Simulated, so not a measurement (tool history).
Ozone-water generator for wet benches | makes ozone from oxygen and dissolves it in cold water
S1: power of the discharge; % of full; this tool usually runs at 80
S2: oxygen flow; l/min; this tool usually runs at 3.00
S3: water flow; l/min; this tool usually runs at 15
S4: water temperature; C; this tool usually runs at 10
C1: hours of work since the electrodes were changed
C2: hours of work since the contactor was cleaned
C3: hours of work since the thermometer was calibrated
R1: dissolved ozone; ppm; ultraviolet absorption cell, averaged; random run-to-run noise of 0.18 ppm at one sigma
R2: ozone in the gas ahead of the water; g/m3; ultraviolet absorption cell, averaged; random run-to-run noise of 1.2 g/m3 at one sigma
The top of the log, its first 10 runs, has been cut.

run 11 hour=1159.1 | S1=80 S2=3.00 S3=15 S4=10 | C1=1547 C2=1547 C3=3099 | R1=23.2 R2=205.1
run 12 hour=1307.1 | S1=80 S2=3.00 S3=11 S4=10 | C1=1668 C2=1668 C3=3220 | R1=29.3 R2=205.7
run 13 hour=1428.9 | S1=80 S2=4.76 S3=11 S4=10 | C1=1767 C2=1767 C3=3319 | R1=32.2 R2=176.7
run 14 hour=1604.7 | S1=80 S2=3.00 S3=23 S4=10 | C1=1910 C2=1910 C3=3462 | R1=15.4 R2=203.4
run 15 hour=1715.0 | S1=80 S2=1.73 S3=15 S4=10 | C1=2000 C2=2000 C3=3552 | R1=18.2 R2=243.0
run 16 hour=1835.2 | S1=80 S2=1.73 S3=15 S4=10 | C1=2098 C2=2098 C3=3650 | R1=17.9 R2=242.2
run 17 hour=1999.8 | S1=80 S2=3.00 S3=15 S4=13 | C1=2232 C2=2232 C3=3785 | R1=21.8 R2=202.1
run 18 hour=2149.4 | S1=80 S2=3.00 S3=15 S4=13 | C1=2354 C2=2354 C3=3906 | R1=21.8 R2=200.4
run 19 hour=2261.4 | S1=80 S2=3.00 S3=18 S4=14 | C1=2446 C2=2446 C3=3998 | R1=18.6 R2=199.3
run 20 hour=2351.1 | S1=56 S2=4.75 S3=17 S4=18 | C1=2519 C2=2519 C3=4071 | R1=16.4 R2=137.2
run 21 hour=2456.2 | S1=42 S2=3.00 S3=23 S4=15 | C1=2604 C2=2604 C3=4157 | R1=9.5 R2=130.0
run 22 hour=2634.0 | S1=42 S2=3.00 S3=18 S4=7 | C1=2749 C2=2749 C3=4301 | R1=12.9 R2=132.9
run 23 hour=2809.6 | S1=42 S2=3.00 S3=18 S4=7 | C1=2893 C2=2893 C3=4445 | R1=12.8 R2=132.3
run 24 hour=2904.3 | S1=42 S2=3.00 S3=20 S4=13 | C1=2970 C2=2970 C3=4522 | R1=11.2 R2=132.3
-- hour=2937.2 water thermometer calibrated
run 25 hour=3007.1 | S1=42 S2=3.00 S3=20 S4=13 | C1=3053 C2=3053 C3=57 | R1=10.9 R2=132.2
run 26 hour=3087.3 | S1=80 S2=3.00 S3=15 S4=8 | C1=3118 C2=3118 C3=122 | R1=22.0 R2=194.0
run 27 hour=3234.6 | S1=80 S2=3.00 S3=15 S4=8 | C1=3239 C2=3239 C3=242 | R1=22.1 R2=193.3
run 28 hour=3399.4 | S1=80 S2=3.00 S3=15 S4=8 | C1=3373 C2=3373 C3=377 | R1=22.0 R2=193.0
run 29 hour=3479.8 | S1=80 S2=3.00 S3=15 S4=8 | C1=3438 C2=3438 C3=442 | R1=22.2 R2=193.8
run 30 hour=3652.6 | S1=80 S2=1.79 S3=21 S4=11 | C1=3579 C2=3579 C3=583 | R1=12.3 R2=225.8
run 31 hour=3769.4 | S1=76 S2=1.79 S3=19 S4=7 | C1=3674 C2=3674 C3=678 | R1=13.9 R2=219.2
run 32 hour=3874.1 | S1=76 S2=1.79 S3=19 S4=7 | C1=3760 C2=3760 C3=764 | R1=13.7 R2=221.0
run 33 hour=3992.9 | S1=50 S2=4.45 S3=17 S4=13 | C1=3857 C2=3857 C3=861 | R1=15.6 R2=124.1

Below are 3 alternative next runs, each starting from the tool's condition after run 33. Predict each:
run A hour=4151.2 | S1=54 S2=1.84 S3=15 S4=10 | C1=3986 C2=3986 C3=990 | R1=? R2=?
run B hour=4151.2 | S1=50 S2=4.45 S3=17 S4=16 | C1=3986 C2=3986 C3=990 | R1=? R2=?
run C hour=4151.2 | S1=71 S2=3.13 S3=15 S4=10 | C1=3986 C2=3986 C3=990 | R1=? R2=?

run=A R1=13.9 R2=175.2
run=B R1=14.9 R2=125.6
run=C R1=20.0 R2=172.7
Take away the tool's hidden state, keep each run's random variation, and the runs would have read:
run=A R1=15.4 R2=192.8
run=B R1=16.5 R2=137.4
run=C R1=22.8 R2=194.0

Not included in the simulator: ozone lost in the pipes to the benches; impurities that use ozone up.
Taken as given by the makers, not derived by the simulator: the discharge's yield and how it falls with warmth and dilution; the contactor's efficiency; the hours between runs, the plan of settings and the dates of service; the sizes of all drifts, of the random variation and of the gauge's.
